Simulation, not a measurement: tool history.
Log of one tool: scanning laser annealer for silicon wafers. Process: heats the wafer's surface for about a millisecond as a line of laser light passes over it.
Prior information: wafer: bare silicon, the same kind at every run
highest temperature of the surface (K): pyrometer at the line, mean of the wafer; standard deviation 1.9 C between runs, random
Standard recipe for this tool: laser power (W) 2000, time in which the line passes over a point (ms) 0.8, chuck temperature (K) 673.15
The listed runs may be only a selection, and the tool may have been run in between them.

| run | day | laser power (W) | time in which the line passes over a point (ms) | chuck temperature (K) | highest temperature of the surface (K) |
|---|---|---|---|---|---|
| 1 | 0 | 2000 | 0.8 | 673.15 | 1517.15 |
| 2 | 1.838 | 2000 | 0.8 | 673.15 | 1511.15 |
| 3 | 4.35 | 2000 | 0.8 | 654.15 | 1489.15 |
| 4 | 7.521 | 2000 | 0.8 | 673.15 | 1505.15 |
| 5 | 9.712 | 2000 | 0.8 | 673.15 | 1505.15 |
| 6 | 12.042 | 2000 | 0.8 | 673.15 | 1502.15 |
| 7 | 15.429 | 2000 | 0.8 | 673.15 | 1495.15 |
| 8 | 18.771 | 2000 | 0.8 | 673.15 | 1496.15 |
| 9 | 21.65 | 2000 | 0.678 | 673.15 | 1421.15 |
| 10 | 23.517 | 1978 | 0.8 | 673.15 | 1482.15 |
|  | 24.846 | optics aligned, line set to its width |
| 11 | 25.9 | 1978 | 0.8 | 673.15 | 1482.15 |
| 12 | 28.425 | 1978 | 0.8 | 673.15 | 1482.15 |
| 13 | 29.946 | 2159 | 0.699 | 668.15 | 1487.15 |
| 14 | 32.65 | 1720 | 0.603 | 668.15 | 1262.15 |
| 15 | 34.75 | 1720 | 0.603 | 668.15 | 1260.15 |
| 16 | 36.758 | 1720 | 0.603 | 668.15 | 1258.15 |
| 17 | 40.362 | 1720 | 0.603 | 668.15 | 1258.15 |
|  | 41.267 | window over the wafer cleaned |
| 18 | 43.596 | 1720 | 0.603 | 668.15 | 1289.15 |
| 19 | 45.767 | 2128 | 0.8 | 673.15 | 1584.15 |
| 20 | 47.442 | 1952 | 0.8 | 709.15 | 1535.15 |
| 21 | 49.338 | 1952 | 0.8 | 709.15 | 1532.15 |
| 22 | 51.671 | 1952 | 0.8 | 709.15 | 1530.15 |

Pick out some run-to-run changes in highest temperature of the surface (K). Of each, how much would a tool without hidden state show as well, from the settings, what came in and chance, and how much is left for the hidden state and any gauge scatter not in both results compared?
The hidden state here: light that passes the window, % of a clean one's; laser's true power over the reading, %; width of the line over the set one, %; drift of the gauge itself on peak_c, C.
Run 13 -> 14: laser power (W) 2159 -> 1720, time in which the line passes over a point (ms) 0.699 -> 0.603. highest temperature of the surface (K) -225: hidden state +6, all else -231.
Run 17 -> 18: window over the wafer cleaned. highest temperature of the surface (K) +31: hidden state +34, all else -3.
Run 18 -> 19: laser power (W) 1720 -> 2128, time in which the line passes over a point (ms) 0.603 -> 0.8, chuck temperature (K) 668.15 -> 673.15. highest temperature of the surface (K) +295: hidden state -1, all else +296.
